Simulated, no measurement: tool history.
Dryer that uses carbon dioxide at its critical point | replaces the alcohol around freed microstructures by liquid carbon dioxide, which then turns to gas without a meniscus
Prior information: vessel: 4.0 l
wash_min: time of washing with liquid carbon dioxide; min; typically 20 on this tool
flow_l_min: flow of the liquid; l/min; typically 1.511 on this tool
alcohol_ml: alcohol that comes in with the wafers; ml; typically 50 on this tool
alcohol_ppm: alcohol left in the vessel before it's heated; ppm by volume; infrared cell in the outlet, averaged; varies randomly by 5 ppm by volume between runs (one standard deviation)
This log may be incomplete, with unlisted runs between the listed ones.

run	day	wash_min	flow_l_min	alcohol_ml	alcohol_ppm
1	0.000	20	1.511	50	82
2	1.225	20	1.511	50	68
3	2.271	20	1.511	50	83
4	3.188	20	1.511	50	76
5	5.133	30	1.511	50	66
6	7.212	27	1.511	50	79
7	8.454	27	1.511	50	71
8	9.646	20	1.511	50	91
9	11.675	20	1.511	50	98
10	12.696	20	1.511	50	97
11	14.596	20	1.511	66	104
12	15.633	20	1.511	66	109
13	17.479	20	1.511	66	110
14	19.350	20	1.511	75	114
15	21.446	20	1.511	75	113
16	23.483	20	2.070	50	89
17	24.758	20	2.070	50	82
18	26.712	20	2.070	50	83
# day 27.792: inlet filter changed
19	28.433	20	2.070	50	85
20	29.625	20	2.070	50	83
21	31.746	20	2.070	50	101
22	32.796	20	1.511	50	97
23	34.517	20	1.511	31	103
24	36.367	29	1.511	50	84
25	38.371	29	0.920	32	118
26	40.321	29	0.920	32	129
27	41.758	30	2.550	111	105
28	43.054	30	0.910	29	126
29	44.688	30	0.910	29	128
30	46.429	15	2.190	23	101
31	48.492	15	1.960	52	130
32	49.992	20	1.250	95	219
33	51.817	17	2.500	50	116
34	53.162	26	1.511	50	113
35	54.608	17	1.730	50	136
36	56.629	17	1.730	50	136
37	58.025	24	2.550	22	109
38	59.062	24	2.550	22	117
39	59.958	25	1.790	22	115
40	61.542	22	2.500	72	114
41	62.479	22	1.730	24	127
42	63.362	20	1.511	71	159
43	64.592	28	2.170	50	124
44	66.621	29	2.170	23	124
45	67.650	29	2.170	23	125
# day 68.150: purifier's bed changed
46	69.221	29	2.170	23	12
47	70.950	20	1.360	44	59

Predict each of these 3 candidate next runs independently; none follows another, all start after run 47:
# day 71.375: inlet filter changed
A	72.529	20	1.190	44	?
# day 71.375: inlet filter changed
B	72.529	19	1.430	32	?
# day 71.375: inlet filter changed
C	72.529	20	1.040	82	?

run	alcohol_ppm
A	71
B	25
C	178
With the hidden condition removed and each run's random variation left untouched, the same runs would have given:
run	alcohol_ppm
A	62
B	17
C	166

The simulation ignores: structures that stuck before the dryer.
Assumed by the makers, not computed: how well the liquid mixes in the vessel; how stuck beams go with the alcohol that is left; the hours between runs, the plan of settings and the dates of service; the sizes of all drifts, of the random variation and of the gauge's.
